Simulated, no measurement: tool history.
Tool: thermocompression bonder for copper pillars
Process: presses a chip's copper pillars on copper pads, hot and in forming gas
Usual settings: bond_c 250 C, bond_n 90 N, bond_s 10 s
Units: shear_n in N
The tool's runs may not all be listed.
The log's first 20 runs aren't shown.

run	hour	bond_c	bond_n	bond_s	shear_n
21	935.6	265	77	20	76.6
# hour 995.9: forming gas filter changed
22	995.9	265	77	20	81.4
23	1063	222	77	20	50.9
24	1114.3	243	57	15	56
25	1182.2	228	97	21	61.6
# hour 1187.5: force cell calibrated
26	1219.3	257	94	7	62.8
27	1273.7	227	121	10	51.5
# hour 1310.7: heater calibrated with a thermocouple chip
28	1310.7	265	68	14	68.6
29	1347.2	251	69	6	44.6
30	1418.8	258	66	6	48.8
31	1461.6	225	90	13	43.4
32	1500.8	271	64	5	53.4
33	1551.9	271	64	5	52.1
# hour 1561.7: forming gas filter changed
# hour 1600.6: force cell calibrated, once more
34	1600.6	271	70	13	75.6
35	1673.4	261	70	13	69.5
36	1725.4	221	117	14	50.7
37	1773.6	230	121	8	48.6
38	1825.5	274	79	11	75.2

Forecast each of these 4 alternatives for the next run:
A	1866.9	225	87	6	?
B	1866.9	221	90	30	?
C	1866.9	274	122	13	?
D	1866.9	246	84	10	?

run	shear_n
A	34.1
B	56.8
C	82.7
D	56.5
Without the tool's hidden state the same runs would have given:
run	shear_n
A	35.1
B	58.6
C	85.7
D	58.3

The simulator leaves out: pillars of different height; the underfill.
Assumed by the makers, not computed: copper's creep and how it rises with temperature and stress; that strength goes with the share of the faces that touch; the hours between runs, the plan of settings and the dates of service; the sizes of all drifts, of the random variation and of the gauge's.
